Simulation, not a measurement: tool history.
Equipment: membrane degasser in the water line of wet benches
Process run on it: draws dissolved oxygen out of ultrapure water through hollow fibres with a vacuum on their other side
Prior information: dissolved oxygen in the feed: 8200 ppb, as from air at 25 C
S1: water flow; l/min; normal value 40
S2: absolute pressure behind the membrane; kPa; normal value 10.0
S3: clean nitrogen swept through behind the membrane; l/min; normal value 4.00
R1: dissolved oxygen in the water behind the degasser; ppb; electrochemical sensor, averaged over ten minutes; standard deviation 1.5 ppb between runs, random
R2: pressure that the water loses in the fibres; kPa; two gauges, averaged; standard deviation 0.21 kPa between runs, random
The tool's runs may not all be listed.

{"run": 1, "hour": 0.0, "S1": 40, "S2": 10.0, "S3": 4.0, "R1": 160.3, "R2": 50.01}
{"run": 2, "hour": 78.7, "S1": 40, "S2": 10.0, "S3": 4.0, "R1": 160.0, "R2": 50.05}
{"run": 3, "hour": 147.5, "S1": 40, "S2": 10.0, "S3": 4.0, "R1": 159.6, "R2": 50.02}
{"run": 4, "hour": 209.5, "S1": 40, "S2": 10.0, "S3": 4.0, "R1": 158.8, "R2": 49.83}
{"run": 5, "hour": 275.4, "S1": 26, "S2": 10.0, "S3": 4.0, "R1": 106.9, "R2": 32.47}
{"run": 6, "hour": 362.4, "S1": 26, "S2": 10.0, "S3": 4.0, "R1": 106.1, "R2": 32.48}
{"run": 7, "hour": 422.9, "S1": 40, "S2": 10.0, "S3": 4.0, "R1": 158.4, "R2": 50.08}
{"run": 8, "hour": 490.8, "S1": 40, "S2": 10.0, "S3": 4.0, "R1": 158.4, "R2": 49.87}
{"run": 9, "hour": 538.7, "S1": 40, "S2": 10.0, "S3": 4.0, "R1": 159.7, "R2": 49.67}
{"run": 10, "hour": 593.6, "S1": 40, "S2": 10.0, "S3": 4.0, "R1": 162.0, "R2": 49.43}
{"run": 11, "hour": 680.1, "S1": 39, "S2": 8.8, "S3": 4.0, "R1": 129.7, "R2": 48.01}
{"run": 12, "hour": 727.8, "S1": 64, "S2": 20.2, "S3": 4.0, "R1": 599.7, "R2": 79.54}
{"run": 13, "hour": 787.0, "S1": 49, "S2": 20.7, "S3": 7.21, "R1": 284.8, "R2": 60.94}

What does the tool deliver on the next run?
{"run": 14, "hour": 823.1, "S1": 49, "S2": 20.7, "S3": 7.21, "R1": "?", "R2": "?"}

{"run 14": {"R1": 283.2, "R2": 61.0}}
Minus the tool's unlogged condition, the same run would have read R1 283.2 ppb, R2 61.55 kPa.
